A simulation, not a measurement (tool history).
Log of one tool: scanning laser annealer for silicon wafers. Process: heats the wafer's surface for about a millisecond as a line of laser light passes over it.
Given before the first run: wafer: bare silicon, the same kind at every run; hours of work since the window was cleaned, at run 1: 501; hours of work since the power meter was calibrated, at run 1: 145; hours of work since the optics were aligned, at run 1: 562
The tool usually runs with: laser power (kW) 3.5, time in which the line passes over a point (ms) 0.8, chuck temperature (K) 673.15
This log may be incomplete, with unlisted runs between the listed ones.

| run | day | laser power (kW) | time in which the line passes over a point (ms) | chuck temperature (K) | hours of work since the window was cleaned | hours of work since the power meter was calibrated | hours of work since the optics were aligned | highest temperature of the surface (K) |
|---|---|---|---|---|---|---|---|---|
| 1 | 0 | 3.5 | 0.8 | 673.15 | 501 | 145 | 562 | 1469.15 |
| 2 | 0.633 | 3.5 | 0.808 | 673.15 | 512 | 156 | 573 | 1474.15 |
| 3 | 0.962 | 3.5 | 0.8 | 673.15 | 518 | 162 | 579 | 1470.15 |
| 4 | 1.483 | 3.5 | 0.561 | 673.15 | 527 | 171 | 588 | 1343.15 |
| 5 | 2.196 | 3.5 | 0.561 | 673.15 | 539 | 184 | 601 | 1342.15 |
| 6 | 2.983 | 3.5 | 0.8 | 673.15 | 553 | 198 | 615 | 1468.15 |
| 7 | 3.321 | 3.614 | 0.8 | 673.15 | 559 | 203 | 621 | 1491.15 |
| 8 | 3.758 | 3.5 | 0.8 | 683.15 | 567 | 211 | 628 | 1479.15 |
| 9 | 4.325 | 3.5 | 0.8 | 683.15 | 577 | 221 | 638 | 1477.15 |
| 10 | 4.7 | 3.5 | 0.8 | 667.15 | 583 | 228 | 645 | 1461.15 |
| 11 | 5.033 | 3.039 | 0.8 | 667.15 | 589 | 234 | 651 | 1366.15 |
| 12 | 5.562 | 3.305 | 0.8 | 673.15 | 599 | 243 | 660 | 1427.15 |
| 13 | 6.05 | 3.305 | 0.8 | 673.15 | 607 | 252 | 669 | 1423.15 |
| 14 | 6.458 | 3.5 | 0.8 | 668.15 | 614 | 259 | 676 | 1461.15 |
| 15 | 6.954 | 3.5 | 0.8 | 668.15 | 623 | 268 | 685 | 1462.15 |
| 16 | 7.688 | 3.5 | 0.8 | 673.15 | 636 | 280 | 698 | 1465.15 |
| 17 | 8.154 | 3.5 | 0.8 | 673.15 | 644 | 289 | 706 | 1466.15 |
| 18 | 8.846 | 3.5 | 0.8 | 673.15 | 656 | 301 | 718 | 1465.15 |
|  | 9.554 | window over the wafer cleaned |
| 19 | 9.704 | 3.5 | 0.8 | 644.15 | 3 | 314 | 732 | 1459.15 |
| 20 | 10.471 | 3.5 | 0.8 | 662.15 | 16 | 328 | 745 | 1477.15 |
| 21 | 10.838 | 3.279 | 0.8 | 662.15 | 23 | 334 | 752 | 1430.15 |
| 22 | 11.342 | 3.279 | 0.8 | 662.15 | 31 | 343 | 761 | 1432.15 |
| 23 | 11.95 | 3.279 | 0.8 | 662.15 | 42 | 354 | 771 | 1433.15 |
| 24 | 12.475 | 3.5 | 0.8 | 646.15 | 51 | 363 | 781 | 1463.15 |
| 25 | 12.971 | 3.705 | 0.957 | 646.15 | 60 | 372 | 789 | 1583.15 |
|  | 13.233 | optics aligned, line set to its width |
| 26 | 13.55 | 3.297 | 0.8 | 673.15 | 67 | 379 | 6 | 1443.15 |
| 27 | 14.171 | 3.297 | 0.8 | 673.15 | 78 | 390 | 17 | 1444.15 |
| 28 | 14.617 | 3.297 | 0.8 | 673.15 | 86 | 397 | 24 | 1442.15 |
| 29 | 15.092 | 3.5 | 0.6 | 693.15 | 94 | 406 | 33 | 1398.15 |
|  | 15.354 | optics aligned, line set to its width, once more |
| 30 | 15.925 | 3.5 | 0.6 | 693.15 | 105 | 417 | 10 | 1406.15 |
| 31 | 16.692 | 3.282 | 0.677 | 673.15 | 118 | 430 | 24 | 1386.15 |
| 32 | 17.075 | 3.307 | 0.921 | 673.15 | 125 | 437 | 30 | 1505.15 |
| 33 | 17.467 | 3.307 | 0.715 | 673.15 | 132 | 444 | 37 | 1407.15 |
| 34 | 18.221 | 3.8 | 0.764 | 673.15 | 145 | 457 | 51 | 1538.15 |
| 35 | 18.704 | 3.8 | 0.764 | 673.15 | 154 | 466 | 59 | 1533.15 |
| 36 | 19.138 | 3.8 | 0.764 | 673.15 | 162 | 473 | 67 | 1534.15 |
| 37 | 19.692 | 3.8 | 0.755 | 673.15 | 171 | 483 | 76 | 1532.15 |
| 38 | 20.271 | 3.568 | 0.612 | 672.15 | 182 | 493 | 87 | 1402.15 |
| 39 | 20.692 | 3.5 | 0.723 | 673.15 | 189 | 501 | 94 | 1453.15 |
| 40 | 21.408 | 3.5 | 0.723 | 673.15 | 202 | 513 | 107 | 1451.15 |
| 41 | 21.988 | 3.467 | 0.841 | 681.15 | 212 | 524 | 117 | 1510.15 |
| 42 | 22.45 | 3.467 | 0.841 | 681.15 | 220 | 532 | 125 | 1510.15 |

Each row is a separate what-if for the run after 42, all from the same tool condition, not one after another. Results?
| A | 23.017 | 3.331 | 0.7 | 653.15 | 230 | 542 | 135 | ? |
| B | 23.017 | 3.004 | 0.563 | 640.15 | 230 | 542 | 135 | ? |
| C | 23.017 | 3.467 | 0.841 | 653.15 | 230 | 542 | 135 | ? |

| run | highest temperature of the surface (K) |
|---|---|
| A | 1385.15 |
| B | 1238.15 |
| C | 1481.15 |
With no hidden state in the tool, these same runs would have given:
| run | highest temperature of the surface (K) |
|---|---|
| A | 1390.15 |
| B | 1242.15 |
| C | 1487.15 |
